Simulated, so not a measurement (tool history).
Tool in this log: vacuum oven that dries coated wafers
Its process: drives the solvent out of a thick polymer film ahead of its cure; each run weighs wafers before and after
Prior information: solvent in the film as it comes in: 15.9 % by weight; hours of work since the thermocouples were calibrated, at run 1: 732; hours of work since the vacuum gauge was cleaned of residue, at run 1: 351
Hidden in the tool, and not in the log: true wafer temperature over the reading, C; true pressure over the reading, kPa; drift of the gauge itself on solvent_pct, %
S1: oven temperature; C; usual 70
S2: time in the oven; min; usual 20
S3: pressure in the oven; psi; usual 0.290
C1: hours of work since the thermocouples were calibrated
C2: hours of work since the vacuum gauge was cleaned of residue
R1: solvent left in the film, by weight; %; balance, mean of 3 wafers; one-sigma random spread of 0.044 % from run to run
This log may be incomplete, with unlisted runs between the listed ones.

{"run": 1, "day": 0.0, "S1": 70, "S2": 20, "S3": 0.29, "C1": 732, "C2": 351, "R1": 4.57}
{"run": 2, "day": 0.517, "S1": 70, "S2": 20, "S3": 0.29, "C1": 742, "C2": 360, "R1": 4.57}
{"run": 3, "day": 0.988, "S1": 70, "S2": 20, "S3": 0.29, "C1": 750, "C2": 369, "R1": 4.57}
{"run": 4, "day": 1.304, "S1": 70, "S2": 20, "S3": 0.29, "C1": 756, "C2": 375, "R1": 4.58}
{"run": 5, "day": 1.771, "S1": 70, "S2": 20, "S3": 0.29, "C1": 765, "C2": 383, "R1": 4.6}
{"run": 6, "day": 2.125, "S1": 70, "S2": 20, "S3": 0.735, "C1": 771, "C2": 390, "R1": 6.23}
{"run": 7, "day": 2.562, "S1": 70, "S2": 20, "S3": 0.735, "C1": 779, "C2": 398, "R1": 6.29}
{"run": 8, "day": 3.008, "S1": 70, "S2": 20, "S3": 0.735, "C1": 787, "C2": 406, "R1": 6.2}
{"run": 9, "day": 3.279, "S1": 70, "S2": 20, "S3": 0.735, "C1": 792, "C2": 411, "R1": 6.18}
{"run": 10, "day": 3.512, "S1": 70, "S2": 20, "S3": 0.735, "C1": 797, "C2": 415, "R1": 6.3}
{"run": 11, "day": 3.971, "S1": 62, "S2": 24, "S3": 0.318, "C1": 805, "C2": 423, "R1": 6.26}
{"run": 12, "day": 4.425, "S1": 70, "S2": 19, "S3": 0.202, "C1": 813, "C2": 432, "R1": 4.42}
{"run": 13, "day": 4.738, "S1": 70, "S2": 20, "S3": 0.672, "C1": 819, "C2": 438, "R1": 6.1}
{"run": 14, "day": 5.254, "S1": 70, "S2": 20, "S3": 0.672, "C1": 828, "C2": 447, "R1": 6.07}
{"run": 15, "day": 5.792, "S1": 60, "S2": 14, "S3": 0.257, "C1": 838, "C2": 457, "R1": 8.81}
{"run": 16, "day": 6.171, "S1": 66, "S2": 22, "S3": 0.257, "C1": 845, "C2": 464, "R1": 5.29}
{"run": 17, "day": 6.654, "S1": 58, "S2": 12, "S3": 0.587, "C1": 854, "C2": 473, "R1": 10.74}
{"run": 18, "day": 7.138, "S1": 70, "S2": 20, "S3": 0.242, "C1": 863, "C2": 481, "R1": 4.51}
{"run": 19, "day": 7.688, "S1": 60, "S2": 20, "S3": 0.464, "C1": 873, "C2": 491, "R1": 8.17}

4 options for the next run, each taken on its own from the tool as it stands now. Forecast them:
{"run": "A", "day": 7.925, "S1": 74, "S2": 18, "S3": 1.117, "C1": 877, "C2": 496, "R1": "?"}
{"run": "B", "day": 7.925, "S1": 63, "S2": 28, "S3": 0.535, "C1": 877, "C2": 496, "R1": "?"}
{"run": "C", "day": 7.925, "S1": 60, "S2": 13, "S3": 0.247, "C1": 877, "C2": 496, "R1": "?"}
{"run": "D", "day": 7.925, "S1": 68, "S2": 13, "S3": 0.616, "C1": 877, "C2": 496, "R1": "?"}

run=A R1=6.71
run=B R1=6.47
run=C R1=8.89
run=D R1=8.09
Stripped of hidden state, with their random variation kept, the same runs would have yielded:
run=A R1=6.21
run=B R1=5.92
run=C R1=8.47
run=D R1=7.62

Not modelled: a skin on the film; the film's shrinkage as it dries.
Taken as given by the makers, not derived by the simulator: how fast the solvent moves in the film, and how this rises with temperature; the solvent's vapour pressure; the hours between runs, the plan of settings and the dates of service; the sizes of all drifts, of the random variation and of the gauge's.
